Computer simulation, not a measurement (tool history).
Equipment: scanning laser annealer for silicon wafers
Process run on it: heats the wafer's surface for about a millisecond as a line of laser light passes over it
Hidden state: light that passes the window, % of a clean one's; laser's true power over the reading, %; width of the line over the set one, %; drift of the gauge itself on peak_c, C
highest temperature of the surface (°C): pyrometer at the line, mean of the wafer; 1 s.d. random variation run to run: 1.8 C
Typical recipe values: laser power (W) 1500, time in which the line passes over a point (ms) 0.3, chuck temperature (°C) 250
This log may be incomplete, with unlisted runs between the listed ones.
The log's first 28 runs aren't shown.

run      day  laser power (W)  time in which the line passes over a point (ms)  chuck temperature (°C)  hours of work since the window was cleaned  hours of work since the power meter was calibrated  hours of work since the optics were aligned  highest temperature of the surface (°C)
 29   81.896             1589                                             0.35                     277                                         337                                                2230                                          439                                     1172
 30   85.379             1481                                            0.279                     270                                         381                                                2274                                          483                                      998
 31   88.721             1500                                              0.3                     242                                         423                                                2316                                          525                                     1016
      92.938  -- window over the wafer cleaned
 32   92.938             1384                                            0.312                     242                                           0                                                2368                                          577                                      971
 33     95.7             1589                                            0.221                     242                                          35                                                2403                                          612                                      926
 34   99.396             1589                                            0.221                     242                                          81                                                2450                                          658                                      923
 35  103.112             1426                                            0.271                     212                                         128                                                2496                                          705                                      898
 36  106.667             1387                                            0.357                     226                                         173                                                2541                                          750                                     1016

4 options for the next run, each taken on its own from the tool as it stands now. Forecast them:
  A  110.075             1523                                            0.258                     229                                         216                                                2584                                          792                                        ?
  B  110.075             1534                                              0.3                     250                                         216                                                2584                                          792                                        ?
  C  110.075             1387                                            0.291                     226                                         216                                                2584                                          792                                        ?
  D  110.075             1315                                            0.377                     266                                         216                                                2584                                          792                                        ?

run  highest temperature of the surface (°C)
  A                                      944
  B                                     1040
  C                                      926
  D                                     1036
With the hidden condition removed and each run's random variation left untouched, the same runs would have given:
run  highest temperature of the surface (°C)
  A                                      944
  B                                     1041
  C                                      927
  D                                     1037
